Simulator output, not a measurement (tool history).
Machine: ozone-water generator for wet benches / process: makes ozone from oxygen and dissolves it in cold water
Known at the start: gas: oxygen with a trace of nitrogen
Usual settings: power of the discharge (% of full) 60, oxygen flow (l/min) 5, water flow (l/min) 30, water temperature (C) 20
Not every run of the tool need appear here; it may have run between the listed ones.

run    hour  power of the discharge (% of full)  oxygen flow (l/min)  water flow (l/min)  water temperature (C)  dissolved ozone (ppm)  ozone in the gas ahead of the water (g/m3)
  1       0                                  60                    5                  30                     20                   11.6                                       163.2
  2   178.4                                  60                    5                  30                     20                   11.4                                       161.1
  3   252.5                                  60                    5                  30                     20                   11.5                                       161.5
  4   377.7                                  60                    5                  30                     20                   11.7                                       160.1
  5   500.6                                  60                    5                  23                     20                   14.7                                       160.6
  6   576.7                                  60                    5                  28                     20                   12.3                                       160.9
  7   755.4                                  60                    5                  30                     20                   11.5                                       160.7
  8   875.1                                  60                    5                  30                     20                   11.6                                       158.8
  9  1003.5                                  60                    5                  30                     20                   11.5                                       158.2
 10  1158.5                                  60                    5                  30                     20                   11.7                                       157.1
 11  1309.7                                  60                    5                  30                     20                   11.5                                       159.7
 12    1476                                  60                    5                  32                     20                   11.1                                       159.7
 13  1559.8                                  60                    5                  32                     20                     11                                       158.2
 14  1639.9                                  60                    5                  32                     20                   10.9                                       157.5
 15  1800.1                                  60                 3.64                  32                     20                   10.9                                       193.5
 16  1910.4                                  68                 5.87                  21                     20                   16.6                                       153.9
 17  1992.1                                  68                 5.99                  21                     13                   18.4                                       152.1
 18  2164.1                                  68                 5.99                  21                     13                   18.1                                       150.7
     2197.9  -- gauge calibrated
 19  2285.2                                  68                 5.99                  21                     13                   18.3                                       155.3
 20  2447.4                                  68                 2.66                  21                     12                     18                                       257.8
 21  2618.9                                  83                 6.75                  30                     20                   13.9                                       162.7
 22  2714.6                                  83                 6.75                  30                     20                   14.3                                       162.8
 23  2881.5                                  74                    5                  25                     24                   14.7                                         182
 24  2996.6                                  74                    5                  25                     24                   14.7                                       183.2
 25  3163.6                                  47                  3.8                  30                     20                    9.7                                       163.2
 26  3301.8                                  47                  3.8                  30                     20                     10                                       162.1
     3357.2  -- water thermometer calibrated
 27  3419.4                                  47                 5.69                  24                     15                   12.8                                       125.9
 28    3516                                  47                 5.69                  24                     15                   12.7                                       127.6

Each row is a separate what-if for the run after 28, all from the same tool condition, not one after another. Results?
  A  3661.2                                  60                    5                  22                     20                      ?                                           ?
  B  3661.2                                  61                 5.69                  19                     15                      ?                                           ?
  C  3661.2                                  49                 5.28                  30                     15                      ?                                           ?

run  dissolved ozone (ppm)  ozone in the gas ahead of the water (g/m3)
  A                     15                                         159
  B                   18.1                                       147.8
  C                   10.7                                       133.4
Take away the tool's hidden state, keep each run's random variation, and the runs would have read:
run  dissolved ozone (ppm)  ozone in the gas ahead of the water (g/m3)
  A                     15                                       162.4
  B                   18.1                                         151
  C                   10.7                                       136.2
